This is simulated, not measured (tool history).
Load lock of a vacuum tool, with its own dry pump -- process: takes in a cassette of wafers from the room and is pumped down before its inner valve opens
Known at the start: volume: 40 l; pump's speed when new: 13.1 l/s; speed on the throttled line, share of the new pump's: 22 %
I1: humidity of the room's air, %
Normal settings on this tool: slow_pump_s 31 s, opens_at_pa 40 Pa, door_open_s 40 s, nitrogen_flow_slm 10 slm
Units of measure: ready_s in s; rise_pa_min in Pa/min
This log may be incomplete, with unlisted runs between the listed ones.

run 1 hour=0 | slow_pump_s=31 opens_at_pa=40 door_open_s=40 nitrogen_flow_slm=10 | I1=44.5 | ready_s=49.6 rise_pa_min=0.125
run 2 hour=249 | slow_pump_s=31 opens_at_pa=40 door_open_s=40 nitrogen_flow_slm=10 | I1=46 | ready_s=49.7 rise_pa_min=0.131
run 3 hour=483.2 | slow_pump_s=31 opens_at_pa=40 door_open_s=40 nitrogen_flow_slm=10 | I1=45.2 | ready_s=50.9 rise_pa_min=0.134
run 4 hour=612.9 | slow_pump_s=31 opens_at_pa=39 door_open_s=40 nitrogen_flow_slm=10 | I1=44.7 | ready_s=50.2 rise_pa_min=0.131
run 5 hour=861.1 | slow_pump_s=31 opens_at_pa=39 door_open_s=40 nitrogen_flow_slm=10 | I1=46.3 | ready_s=50.4 rise_pa_min=0.138
run 6 hour=1079 | slow_pump_s=31 opens_at_pa=39 door_open_s=40 nitrogen_flow_slm=10 | I1=46.8 | ready_s=50 rise_pa_min=0.144
run 7 hour=1275.8 | slow_pump_s=31 opens_at_pa=39 door_open_s=40 nitrogen_flow_slm=10 | I1=46.4 | ready_s=50.7 rise_pa_min=0.15
run 8 hour=1547 | slow_pump_s=31 opens_at_pa=40 door_open_s=32 nitrogen_flow_slm=10 | I1=46.1 | ready_s=50.3 rise_pa_min=0.151
run 9 hour=1787.7 | slow_pump_s=31 opens_at_pa=40 door_open_s=32 nitrogen_flow_slm=10 | I1=45.9 | ready_s=50.1 rise_pa_min=0.155
run 10 hour=1957.2 | slow_pump_s=26 opens_at_pa=40 door_open_s=40 nitrogen_flow_slm=10 | I1=40.3 | ready_s=47.3 rise_pa_min=0.155
run 11 hour=2208.6 | slow_pump_s=31 opens_at_pa=40 door_open_s=40 nitrogen_flow_slm=5 | I1=43.4 | ready_s=51 rise_pa_min=0.166
run 12 hour=2344.4 | slow_pump_s=31 opens_at_pa=55 door_open_s=40 nitrogen_flow_slm=5 | I1=46.2 | ready_s=49.8 rise_pa_min=0.178
run 13 hour=2578.2 | slow_pump_s=31 opens_at_pa=55 door_open_s=40 nitrogen_flow_slm=5 | I1=43.4 | ready_s=50.5 rise_pa_min=0.173
run 14 hour=2812.2 | slow_pump_s=31 opens_at_pa=40 door_open_s=33 nitrogen_flow_slm=10 | I1=42.5 | ready_s=50.9 rise_pa_min=0.177
run 15 hour=3030.6 | slow_pump_s=31 opens_at_pa=40 door_open_s=40 nitrogen_flow_slm=10 | I1=46.8 | ready_s=50.6 rise_pa_min=0.186
run 16 hour=3150.8 | slow_pump_s=31 opens_at_pa=40 door_open_s=40 nitrogen_flow_slm=10 | I1=45.9 | ready_s=50.6 rise_pa_min=0.193
run 17 hour=3434.8 | slow_pump_s=31 opens_at_pa=40 door_open_s=40 nitrogen_flow_slm=11 | I1=46.1 | ready_s=50.8 rise_pa_min=0.195
run 18 hour=3588.5 | slow_pump_s=31 opens_at_pa=40 door_open_s=40 nitrogen_flow_slm=10 | I1=45.1 | ready_s=51.8 rise_pa_min=0.201
run 19 hour=3778.3 | slow_pump_s=61 opens_at_pa=40 door_open_s=40 nitrogen_flow_slm=10 | I1=45.1 | ready_s=73 rise_pa_min=0.206
run 20 hour=4045.3 | slow_pump_s=61 opens_at_pa=40 door_open_s=40 nitrogen_flow_slm=24 | I1=43.7 | ready_s=73.6 rise_pa_min=0.197
run 21 hour=4161.7 | slow_pump_s=30 opens_at_pa=52 door_open_s=40 nitrogen_flow_slm=10 | I1=46.9 | ready_s=49.7 rise_pa_min=0.216
run 22 hour=4277.4 | slow_pump_s=30 opens_at_pa=52 door_open_s=40 nitrogen_flow_slm=10 | I1=42.1 | ready_s=49.3 rise_pa_min=0.202
run 23 hour=4512.6 | slow_pump_s=30 opens_at_pa=52 door_open_s=40 nitrogen_flow_slm=10 | I1=46.4 | ready_s=50.1 rise_pa_min=0.223
run 24 hour=4628.7 | slow_pump_s=30 opens_at_pa=52 door_open_s=40 nitrogen_flow_slm=10 | I1=43.8 | ready_s=49.6 rise_pa_min=0.221
run 25 hour=4902.3 | slow_pump_s=48 opens_at_pa=52 door_open_s=231 nitrogen_flow_slm=10 | I1=47.5 | ready_s=63.6 rise_pa_min=0.276
run 26 hour=5077.6 | slow_pump_s=56 opens_at_pa=40 door_open_s=40 nitrogen_flow_slm=9 | I1=43.8 | ready_s=70.8 rise_pa_min=0.231
run 27 hour=5346.4 | slow_pump_s=31 opens_at_pa=43 door_open_s=50 nitrogen_flow_slm=10 | I1=45 | ready_s=52.2 rise_pa_min=0.246
run 28 hour=5471.4 | slow_pump_s=31 opens_at_pa=65 door_open_s=40 nitrogen_flow_slm=28 | I1=44.4 | ready_s=50.5 rise_pa_min=0.228
run 29 hour=5698.4 | slow_pump_s=57 opens_at_pa=30 door_open_s=114 nitrogen_flow_slm=13 | I1=50.3 | ready_s=72.1 rise_pa_min=0.278
run 30 hour=5845.9 | slow_pump_s=57 opens_at_pa=66 door_open_s=87 nitrogen_flow_slm=8 | I1=46.8 | ready_s=69.3 rise_pa_min=0.274
run 31 hour=6046.4 | slow_pump_s=57 opens_at_pa=66 door_open_s=87 nitrogen_flow_slm=8 | I1=47.5 | ready_s=69.8 rise_pa_min=0.274
run 32 hour=6323.9 | slow_pump_s=29 opens_at_pa=40 door_open_s=40 nitrogen_flow_slm=13 | I1=47.8 | ready_s=50.9 rise_pa_min=0.264
run 33 hour=6563.8 | slow_pump_s=29 opens_at_pa=40 door_open_s=40 nitrogen_flow_slm=13 | I1=44.1 | ready_s=52.3 rise_pa_min=0.261
run 34 hour=6829.1 | slow_pump_s=28 opens_at_pa=77 door_open_s=30 nitrogen_flow_slm=43 | I1=46.2 | ready_s=47.7 rise_pa_min=0.266
run 35 hour=7027.7 | slow_pump_s=30 opens_at_pa=77 door_open_s=113 nitrogen_flow_slm=43 | I1=46 | ready_s=49.1 rise_pa_min=0.292
run 36 hour=7222.7 | slow_pump_s=26 opens_at_pa=40 door_open_s=40 nitrogen_flow_slm=10 | I1=42.6 | ready_s=49.3 rise_pa_min=0.294
run 37 hour=7487.5 | slow_pump_s=24 opens_at_pa=78 door_open_s=53 nitrogen_flow_slm=5 | I1=45.8 | ready_s=46.1 rise_pa_min=0.307

For each run, the measured value with the value that run would have given without the tool's hidden condition subtracted. The run-to-run variation is shared by both, the gauge scatter possibly not:
The hidden state here: pump's speed, % of a new pump's; leak at the door's seal, Pa l/s; drift of the gauge itself on ready_s, %; drift of the gauge itself on rise_pa_min, %.
run=1 ready_s=+1.6 rise_pa_min=+0.093
run=2 ready_s=+1.6 rise_pa_min=+0.096
run=3 ready_s=+1.8 rise_pa_min=+0.1
run=4 ready_s=+1.8 rise_pa_min=+0.102
run=5 ready_s=+1.9 rise_pa_min=+0.109
run=6 ready_s=+2 rise_pa_min=+0.112
run=7 ready_s=+2.1 rise_pa_min=+0.118
run=8 ready_s=+2.2 rise_pa_min=+0.124
run=9 ready_s=+2.2 rise_pa_min=+0.129
run=10 ready_s=+2.5 rise_pa_min=+0.132
run=11 ready_s=+2.4 rise_pa_min=+0.134
run=12 ready_s=+2.3 rise_pa_min=+0.14
run=13 ready_s=+2.4 rise_pa_min=+0.141
run=14 ready_s=+2.6 rise_pa_min=+0.152
run=15 ready_s=+2.7 rise_pa_min=+0.158
run=16 ready_s=+2.8 rise_pa_min=+0.16
run=17 ready_s=+2.9 rise_pa_min=+0.161
run=18 ready_s=+3 rise_pa_min=+0.169
run=19 ready_s=+1.8 rise_pa_min=+0.173
run=20 ready_s=+2 rise_pa_min=+0.175
run=21 ready_s=+3.1 rise_pa_min=+0.18
run=22 ready_s=+3.1 rise_pa_min=+0.182
run=23 ready_s=+3.3 rise_pa_min=+0.188
run=24 ready_s=+3.3 rise_pa_min=+0.191
run=25 ready_s=+2.6 rise_pa_min=+0.195
run=26 ready_s=+2.5 rise_pa_min=+0.202
run=27 ready_s=+3.7 rise_pa_min=+0.213
run=28 ready_s=+3.5 rise_pa_min=+0.212
run=29 ready_s=+2.8 rise_pa_min=+0.22
run=30 ready_s=+2.3 rise_pa_min=+0.222
run=31 ready_s=+2.3 rise_pa_min=+0.224
run=32 ready_s=+4.2 rise_pa_min=+0.233
run=33 ready_s=+4.5 rise_pa_min=+0.237
run=34 ready_s=+4 rise_pa_min=+0.249
run=35 ready_s=+4 rise_pa_min=+0.254
run=36 ready_s=+5 rise_pa_min=+0.26
run=37 ready_s=+4.6 rise_pa_min=+0.265

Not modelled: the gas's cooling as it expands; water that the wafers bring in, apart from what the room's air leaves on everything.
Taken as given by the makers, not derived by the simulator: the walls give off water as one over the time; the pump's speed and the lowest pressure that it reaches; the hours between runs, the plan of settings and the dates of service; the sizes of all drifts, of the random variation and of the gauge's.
